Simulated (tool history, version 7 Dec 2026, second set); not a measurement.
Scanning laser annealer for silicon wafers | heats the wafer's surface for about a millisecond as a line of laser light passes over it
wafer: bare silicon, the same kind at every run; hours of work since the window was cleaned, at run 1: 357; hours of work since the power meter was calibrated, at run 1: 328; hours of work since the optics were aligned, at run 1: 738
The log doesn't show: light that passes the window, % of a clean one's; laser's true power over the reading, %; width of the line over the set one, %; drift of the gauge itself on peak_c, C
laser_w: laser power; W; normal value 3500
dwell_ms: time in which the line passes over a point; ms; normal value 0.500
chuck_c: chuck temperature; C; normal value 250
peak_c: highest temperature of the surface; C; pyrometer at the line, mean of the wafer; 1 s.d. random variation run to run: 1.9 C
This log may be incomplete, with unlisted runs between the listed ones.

| run | hour | laser_w | dwell_ms | chuck_c | hours of work since the window was cleaned | hours of work since the power meter was calibrated | hours of work since the optics were aligned | peak_c |
|---|---|---|---|---|---|---|---|---|
| 1 | 0.0 | 3500 | 0.500 | 250 | 357 | 328 | 738 | 1058 |
| 2 | 8.6 | 3270 | 0.500 | 250 | 361 | 333 | 743 | 995 |
| 3 | 23.6 | 3270 | 0.500 | 250 | 370 | 342 | 751 | 992 |
| 4 | 34.2 | 3270 | 0.500 | 250 | 376 | 348 | 757 | 995 |
| 5 | 52.7 | 3270 | 0.500 | 250 | 387 | 358 | 768 | 993 |
| 6 | 68.3 | 3270 | 0.615 | 250 | 395 | 367 | 777 | 1071 |
| 7 | 87.7 | 3500 | 0.500 | 250 | 406 | 378 | 788 | 1058 |
| 8 | 98.3 | 3500 | 0.500 | 250 | 413 | 384 | 794 | 1053 |
| 9 | 116.6 | 3500 | 0.500 | 250 | 423 | 394 | 804 | 1058 |
| 10 | 133.8 | 3500 | 0.500 | 250 | 433 | 404 | 814 | 1053 |
| 11 | 146.5 | 3500 | 0.500 | 250 | 440 | 411 | 821 | 1054 |
| 12 | 157.7 | 3500 | 0.500 | 250 | 446 | 418 | 828 | 1051 |
| 13 | 168.2 | 3500 | 0.500 | 250 | 452 | 424 | 833 | 1051 |
| 14 | 177.5 | 3500 | 0.500 | 250 | 458 | 429 | 839 | 1056 |
| 15 | 187.3 | 3500 | 0.500 | 250 | 463 | 435 | 844 | 1049 |
| 16 | 206.9 | 3500 | 0.500 | 250 | 474 | 446 | 856 | 1050 |
| 17 | 219.6 | 3587 | 0.394 | 250 | 482 | 453 | 863 | 985 |
| 18 | 239.2 | 3131 | 0.500 | 250 | 493 | 464 | 874 | 953 |
| 19 | 255.0 | 3131 | 0.500 | 250 | 502 | 473 | 883 | 950 |
| 20 | 271.1 | 3131 | 0.500 | 250 | 511 | 482 | 892 | 947 |
| 21 | 289.1 | 3432 | 0.500 | 250 | 521 | 493 | 902 | 1030 |
| 22 | 308.2 | 3432 | 0.530 | 250 | 532 | 504 | 913 | 1055 |
| 23 | 316.8 | 3316 | 0.444 | 261 | 537 | 508 | 918 | 968 |
| 24 | 333.2 | 3316 | 0.444 | 230 | 546 | 518 | 928 | 934 |
| 25 | 343.6 | 3208 | 0.500 | 250 | 552 | 524 | 933 | 968 |
| 26 | 354.7 | 3731 | 0.500 | 241 | 559 | 530 | 940 | 1105 |
| 27 | 369.6 | 3340 | 0.500 | 220 | 567 | 539 | 948 | 974 |
| 28 | 389.3 | 3310 | 0.454 | 246 | 578 | 550 | 959 | 957 |

Below, each run's measurement less what the same run would have read without the hidden state. Both values contain the same run-to-run variation, but the gauge's scatter may not be the same in both:
| run | peak_c |
|---|---|
| 1 | -28 |
| 2 | -26 |
| 3 | -27 |
| 4 | -27 |
| 5 | -28 |
| 6 | -32 |
| 7 | -31 |
| 8 | -31 |
| 9 | -33 |
| 10 | -33 |
| 11 | -33 |
| 12 | -34 |
| 13 | -34 |
| 14 | -34 |
| 15 | -35 |
| 16 | -35 |
| 17 | -32 |
| 18 | -32 |
| 19 | -31 |
| 20 | -32 |
| 21 | -37 |
| 22 | -38 |
| 23 | -34 |
| 24 | -34 |
| 25 | -35 |
| 26 | -42 |
| 27 | -38 |
| 28 | -36 |
